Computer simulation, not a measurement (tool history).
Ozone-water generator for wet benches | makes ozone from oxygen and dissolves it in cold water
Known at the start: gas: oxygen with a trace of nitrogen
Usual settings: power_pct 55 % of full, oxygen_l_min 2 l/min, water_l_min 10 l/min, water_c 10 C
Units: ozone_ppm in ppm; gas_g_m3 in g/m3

{"run": 1, "hour": 0.0, "power_pct": 55, "oxygen_l_min": 2, "water_l_min": 10, "water_c": 10, "ozone_ppm": 14.8, "gas_g_m3": 198.6}
{"run": 2, "hour": 104.9, "power_pct": 55, "oxygen_l_min": 2, "water_l_min": 10, "water_c": 10, "ozone_ppm": 14.4, "gas_g_m3": 198.8}
{"run": 3, "hour": 283.9, "power_pct": 55, "oxygen_l_min": 2, "water_l_min": 10, "water_c": 10, "ozone_ppm": 14.6, "gas_g_m3": 196.9}
{"run": 4, "hour": 440.8, "power_pct": 55, "oxygen_l_min": 2, "water_l_min": 10, "water_c": 10, "ozone_ppm": 14.4, "gas_g_m3": 197.3}
{"run": 5, "hour": 648.2, "power_pct": 55, "oxygen_l_min": 2, "water_l_min": 10, "water_c": 10, "ozone_ppm": 14.5, "gas_g_m3": 196.1}
{"run": 6, "hour": 858.5, "power_pct": 55, "oxygen_l_min": 2, "water_l_min": 10, "water_c": 10, "ozone_ppm": 14.4, "gas_g_m3": 196.2}
{"run": 7, "hour": 1000.3, "power_pct": 55, "oxygen_l_min": 2, "water_l_min": 10, "water_c": 10, "ozone_ppm": 14.3, "gas_g_m3": 197}
{"run": 8, "hour": 1147.5, "power_pct": 55, "oxygen_l_min": 2, "water_l_min": 10, "water_c": 10, "ozone_ppm": 14.2, "gas_g_m3": 194.5}
{"run": 9, "hour": 1253.6, "power_pct": 55, "oxygen_l_min": 2, "water_l_min": 10, "water_c": 10, "ozone_ppm": 14.4, "gas_g_m3": 194.8}
{"hour": 1274.6, "done": "water thermometer calibrated"}
{"run": 10, "hour": 1447.0, "power_pct": 41, "oxygen_l_min": 2, "water_l_min": 10, "water_c": 10, "ozone_ppm": 11.5, "gas_g_m3": 156.6}
{"run": 11, "hour": 1576.9, "power_pct": 55, "oxygen_l_min": 2.52, "water_l_min": 10, "water_c": 10, "ozone_ppm": 15, "gas_g_m3": 175}
{"hour": 1741.3, "done": "water thermometer calibrated, once more"}
{"run": 12, "hour": 1796.4, "power_pct": 55, "oxygen_l_min": 2.52, "water_l_min": 10, "water_c": 10, "ozone_ppm": 14.9, "gas_g_m3": 173.6}
{"run": 13, "hour": 1905.3, "power_pct": 55, "oxygen_l_min": 2.52, "water_l_min": 10, "water_c": 10, "ozone_ppm": 14.9, "gas_g_m3": 174.2}
{"run": 14, "hour": 2047.5, "power_pct": 55, "oxygen_l_min": 3.08, "water_l_min": 9, "water_c": 10, "ozone_ppm": 16.4, "gas_g_m3": 158.7}
{"run": 15, "hour": 2189.8, "power_pct": 55, "oxygen_l_min": 3.08, "water_l_min": 9, "water_c": 10, "ozone_ppm": 16.5, "gas_g_m3": 159.3}
{"run": 16, "hour": 2354.3, "power_pct": 61, "oxygen_l_min": 1.73, "water_l_min": 9, "water_c": 10, "ozone_ppm": 16.2, "gas_g_m3": 222.6}
{"run": 17, "hour": 2493.1, "power_pct": 42, "oxygen_l_min": 2, "water_l_min": 11, "water_c": 10, "ozone_ppm": 10.5, "gas_g_m3": 157.4}
{"run": 18, "hour": 2660.1, "power_pct": 51, "oxygen_l_min": 2.53, "water_l_min": 10, "water_c": 8, "ozone_ppm": 14.3, "gas_g_m3": 161.4}

Forecast each of these 4 alternatives for the next run:
{"run": "A", "hour": 2772.3, "power_pct": 51, "oxygen_l_min": 2.53, "water_l_min": 7, "water_c": 8, "ozone_ppm": "?", "gas_g_m3": "?"}
{"run": "B", "hour": 2772.3, "power_pct": 77, "oxygen_l_min": 1.59, "water_l_min": 14, "water_c": 10, "ozone_ppm": "?", "gas_g_m3": "?"}
{"run": "C", "hour": 2772.3, "power_pct": 55, "oxygen_l_min": 2, "water_l_min": 10, "water_c": 9, "ozone_ppm": "?", "gas_g_m3": "?"}
{"run": "D", "hour": 2772.3, "power_pct": 55, "oxygen_l_min": 2, "water_l_min": 14, "water_c": 8, "ozone_ppm": "?", "gas_g_m3": "?"}

run=A ozone_ppm=18.9 gas_g_m3=164
run=B ozone_ppm=12.2 gas_g_m3=275.5
run=C ozone_ppm=14.3 gas_g_m3=191.8
run=D ozone_ppm=10.3 gas_g_m3=191.8
Without the tool's hidden state the same runs would have given:
run=A ozone_ppm=21.8 gas_g_m3=176.4
run=B ozone_ppm=14.6 gas_g_m3=305.9
run=C ozone_ppm=16.6 gas_g_m3=207.5
run=D ozone_ppm=12 gas_g_m3=207.5

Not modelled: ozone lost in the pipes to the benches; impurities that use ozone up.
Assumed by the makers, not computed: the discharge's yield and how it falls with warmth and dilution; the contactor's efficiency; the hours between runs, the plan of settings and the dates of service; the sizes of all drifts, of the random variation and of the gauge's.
